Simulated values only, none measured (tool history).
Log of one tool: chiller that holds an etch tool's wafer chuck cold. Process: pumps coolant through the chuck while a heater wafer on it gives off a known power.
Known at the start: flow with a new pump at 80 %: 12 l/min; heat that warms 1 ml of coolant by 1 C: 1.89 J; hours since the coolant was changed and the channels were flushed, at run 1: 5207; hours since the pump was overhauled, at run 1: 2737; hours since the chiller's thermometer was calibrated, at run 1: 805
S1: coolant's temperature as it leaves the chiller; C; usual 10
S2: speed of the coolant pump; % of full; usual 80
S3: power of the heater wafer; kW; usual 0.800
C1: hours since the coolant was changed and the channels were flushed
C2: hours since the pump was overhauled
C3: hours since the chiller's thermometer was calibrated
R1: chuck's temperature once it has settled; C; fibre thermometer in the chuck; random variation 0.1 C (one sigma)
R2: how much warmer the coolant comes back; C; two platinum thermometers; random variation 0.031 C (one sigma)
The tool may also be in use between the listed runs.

run,hour,S1,S2,S3,C1,C2,C3,R1,R2
1,0.0,10,80,0.800,5207,2737,805,20.2,2.17
2,75.0,19,80,0.800,5282,2812,880,29.2,2.27
3,150.4,18,80,0.800,5358,2887,955,28.3,2.16
4,232.9,18,80,0.800,5440,2970,1038,28.2,2.24
5,280.6,18,80,0.800,5488,3017,1085,28.2,2.21
6,316.2,18,80,0.800,5523,3053,1121,28.3,2.17
7,392.6,18,80,0.800,5600,3129,1197,28.3,2.26
8,468.8,18,80,0.472,5676,3206,1274,23.9,1.30
9,542.7,18,80,0.472,5750,3280,1348,24.0,1.30
10,612.1,3,80,0.472,5819,3349,1417,9.1,1.27
11,685.1,3,80,0.472,5892,3422,1490,9.0,1.30
12,760.7,3,80,0.472,5968,3498,1566,9.0,1.30
13,839.0,10,80,0.485,6046,3576,1644,16.2,1.37
14,913.8,10,80,0.485,6121,3651,1719,16.3,1.37
15,955.3,10,81,0.576,6163,3692,1760,17.2,1.60
16,1001.0,10,81,0.576,6208,3738,1806,17.4,1.59
17,1068.5,10,69,0.800,6276,3805,1873,21.6,2.66
# hour 1073.1: chiller's thermometer calibrated
18,1104.5,16,86,0.659,6311,3840,31,24.1,1.74
19,1175.0,16,86,0.659,6381,3911,102,24.0,1.72
# hour 1206.5: chiller's thermometer calibrated, once more
20,1257.5,16,86,0.659,6463,3992,51,24.2,1.69
21,1302.0,16,86,0.659,6507,4037,95,24.3,1.71
22,1376.5,16,65,0.966,6582,4111,170,31.0,3.47
23,1451.3,16,65,0.966,6657,4186,245,30.9,3.52
24,1500.1,10,82,0.800,6705,4235,294,20.5,2.23
25,1581.7,10,82,0.800,6787,4317,375,20.5,2.20
26,1634.8,10,82,0.800,6840,4370,428,20.6,2.24
27,1693.3,10,67,0.428,6899,4428,487,16.4,1.48
28,1772.8,19,67,0.428,6978,4508,566,25.4,1.45

Forecast each of these 4 alternatives for the next run:
A,1850.4,19,67,0.511,7056,4585,644,?,?
B,1850.4,2,80,0.596,7056,4585,644,?,?
C,1850.4,17,67,0.474,7056,4585,644,?,?
D,1850.4,2,64,0.793,7056,4585,644,?,?

run,R1,R2
A,26.8,1.76
B,9.9,1.69
C,24.2,1.67
D,14.5,2.90
Without the tool's hidden state the same runs would have given:
run,R1,R2
A,25.8,1.64
B,8.9,1.57
C,23.3,1.56
D,13.0,2.71

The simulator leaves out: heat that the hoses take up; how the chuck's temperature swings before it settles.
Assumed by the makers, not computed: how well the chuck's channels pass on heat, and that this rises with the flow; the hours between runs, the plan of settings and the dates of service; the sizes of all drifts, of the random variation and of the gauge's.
